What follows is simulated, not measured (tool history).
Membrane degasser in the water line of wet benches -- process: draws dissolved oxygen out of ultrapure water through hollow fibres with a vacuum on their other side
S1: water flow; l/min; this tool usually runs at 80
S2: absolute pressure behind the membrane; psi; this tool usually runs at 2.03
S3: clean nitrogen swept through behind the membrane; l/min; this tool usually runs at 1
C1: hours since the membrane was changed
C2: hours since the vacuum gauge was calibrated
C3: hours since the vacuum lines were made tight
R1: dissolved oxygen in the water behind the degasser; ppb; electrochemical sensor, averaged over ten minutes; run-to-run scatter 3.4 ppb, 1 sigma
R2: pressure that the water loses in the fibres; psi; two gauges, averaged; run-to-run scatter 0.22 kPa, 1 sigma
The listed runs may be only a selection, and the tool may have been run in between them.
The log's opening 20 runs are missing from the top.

run,hour,S1,S2,S3,C1,C2,C3,R1,R2
21,744.5,87,1.39,1.34,1485,1174,8614,725.3,8.328
22,787.4,54,1.49,1.29,1528,1217,8656,567.4,5.137
23,820.8,80,2.02,0.49,1561,1250,8690,1897.7,7.635
24,862.3,88,2.83,1,1602,1292,8731,1949.6,8.402
25,903.3,88,2.54,1,1643,1333,8772,1749.7,8.395
26,928.8,80,5.06,1.77,1669,1358,8798,2197.4,7.577
27,952.3,109,5.06,1.33,1692,1382,8821,3100.5,10.406
28,979.7,125,4.13,2.32,1720,1409,8849,2085.4,11.986
29,1017.9,125,4.13,2.32,1758,1447,8887,2097,11.919
30,1049.9,125,4.13,2.32,1790,1479,8919,2093,11.982
31,1088.7,91,3.8,1,1829,1518,8958,2594.5,8.721
# hour 1108.1: seals of the vacuum lines changed
# hour 1114.8: gauge calibrated
32,1128.4,91,3.83,2.98,1867,1556,20,1321,8.509
33,1171.7,91,3.42,0.97,1910,1599,64,2416,8.502

Consider 3 possible next runs. They are alternatives, not a sequence: every one starts from the tool as it was left by run 33. What does each give?
A,1199.7,92,3.09,0.97,1938,1627,92,?,?
B,1199.7,54,4.29,0.8,1938,1627,92,?,?
C,1199.7,119,1.67,1.14,1938,1627,92,?,?

run,R1,R2
A,2216.1,8.57
B,2438.2,5.05
C,1242.1,11.177
Stripped of hidden state, with their random variation kept, the same runs would have yielded:
run,R1,R2
A,2215.8,8.549
B,2438,5.037
C,1241.7,11.148
